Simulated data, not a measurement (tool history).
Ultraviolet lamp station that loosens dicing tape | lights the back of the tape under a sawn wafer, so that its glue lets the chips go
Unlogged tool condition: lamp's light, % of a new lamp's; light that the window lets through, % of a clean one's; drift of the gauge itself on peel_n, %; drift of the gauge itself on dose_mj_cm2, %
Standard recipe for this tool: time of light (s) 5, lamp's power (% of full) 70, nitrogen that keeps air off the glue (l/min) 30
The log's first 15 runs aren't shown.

| run | hour | time of light (s) | lamp's power (% of full) | nitrogen that keeps air off the glue (l/min) | hours of work of the lamp | hours of work since the window was cleaned | force that peels the tape off (N) | light that reached the tape (mJ/cm2) |
|---|---|---|---|---|---|---|---|---|
| 16 | 404 | 5 | 97 | 15 | 618 | 57 | 0.835 | 581 |
| 17 | 424.6 | 5 | 70 | 30 | 627 | 67 | 0.956 | 419 |
| 18 | 447.5 | 5 | 70 | 30 | 637 | 77 | 1.014 | 412 |
| 19 | 471.4 | 5 | 65 | 21 | 647 | 87 | 1.489 | 382 |
| 20 | 501.9 | 5 | 65 | 21 | 661 | 101 | 1.488 | 388 |
| 21 | 523.7 | 5 | 65 | 21 | 670 | 110 | 1.529 | 377 |
| 22 | 555.3 | 2 | 69 | 27 | 684 | 124 | 4.062 | 161 |
| 23 | 591.2 | 6 | 76 | 11 | 700 | 140 | 1.256 | 524 |
| 24 | 613.1 | 6 | 76 | 11 | 710 | 150 | 1.3 | 525 |
| 25 | 644.3 | 5 | 76 | 25 | 724 | 164 | 1.046 | 435 |
| 26 | 680.2 | 8 | 76 | 25 | 740 | 180 | 0.32 | 693 |
| 27 | 707.8 | 5 | 71 | 52 | 752 | 192 | 0.75 | 400 |
| 28 | 736.3 | 3 | 69 | 52 | 764 | 204 | 2.095 | 228 |
| 29 | 761.5 | 3 | 69 | 52 | 776 | 215 | 2.091 | 235 |
| 30 | 784.4 | 6 | 72 | 10 | 786 | 226 | 1.653 | 480 |
| 31 | 803.3 | 6 | 72 | 10 | 794 | 234 | 1.615 | 476 |
| 32 | 839.4 | 6 | 72 | 10 | 810 | 250 | 1.7 | 475 |
| 33 | 873.2 | 10 | 66 | 47 | 825 | 265 | 0.198 | 721 |
| 34 | 907 | 10 | 66 | 47 | 840 | 280 | 0.21 | 719 |
| 35 | 933.6 | 4 | 73 | 34 | 852 | 291 | 1.544 | 316 |
| 36 | 960.4 | 3 | 70 | 27 | 863 | 303 | 2.886 | 228 |

Here are 3 independent what-if runs from the current tool condition. What would each one return?
| A | 977.4 | 9 | 78 | 16 | 871 | 311 | ? | ? |
| B | 977.4 | 3 | 66 | 51 | 871 | 311 | ? | ? |
| C | 977.4 | 5 | 67 | 30 | 871 | 311 | ? | ? |

| run | force that peels the tape off (N) | light that reached the tape (mJ/cm2) |
|---|---|---|
| A | 0.414 | 755 |
| B | 2.386 | 209 |
| C | 1.312 | 363 |
Without the tool's unlogged condition, the same runs would have read:
| run | force that peels the tape off (N) | light that reached the tape (mJ/cm2) |
|---|---|---|
| A | 0.252 | 938 |
| B | 1.701 | 261 |
| C | 0.831 | 450 |
